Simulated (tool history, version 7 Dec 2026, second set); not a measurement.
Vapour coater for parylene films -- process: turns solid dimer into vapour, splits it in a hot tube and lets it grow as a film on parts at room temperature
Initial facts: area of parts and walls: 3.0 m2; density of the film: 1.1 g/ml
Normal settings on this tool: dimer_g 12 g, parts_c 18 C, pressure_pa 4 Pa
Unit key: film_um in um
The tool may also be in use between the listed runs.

run   hour  dimer_g  parts_c  pressure_pa  film_um
  1      0       12       18            4     1.61
  2   58.3       12       18            4     1.62
  3  100.3       12       18            4     1.62
  4  149.5       12       18            4     1.55
  5  187.3       12       18            4     1.55
  6  220.8       12       18            4     1.54
     272.5  -- trap's valve overhauled
  7  278.8       12       18            4     1.69
  8  311.3       12       18            4     1.67
  9  367.4       12       13            4      2.1
 10  435.4       15       18            4     2.06
 11  507.6       15       18            4     2.01
 12  573.8       15       18            4     1.95
 13  625.7        5       18         2.22     0.66
 14  691.4       13       29         9.27     0.93
 15  761.6        5       17         5.56     0.61

The next listed run, before its measurement:
     790.4  -- trap's valve overhauled
 16  820.4        5       17         5.56        ?

Run 16 measured film_um 0.71 um.
The same run, on a tool lacking any hidden state, would have yielded film_um 0.75 um.
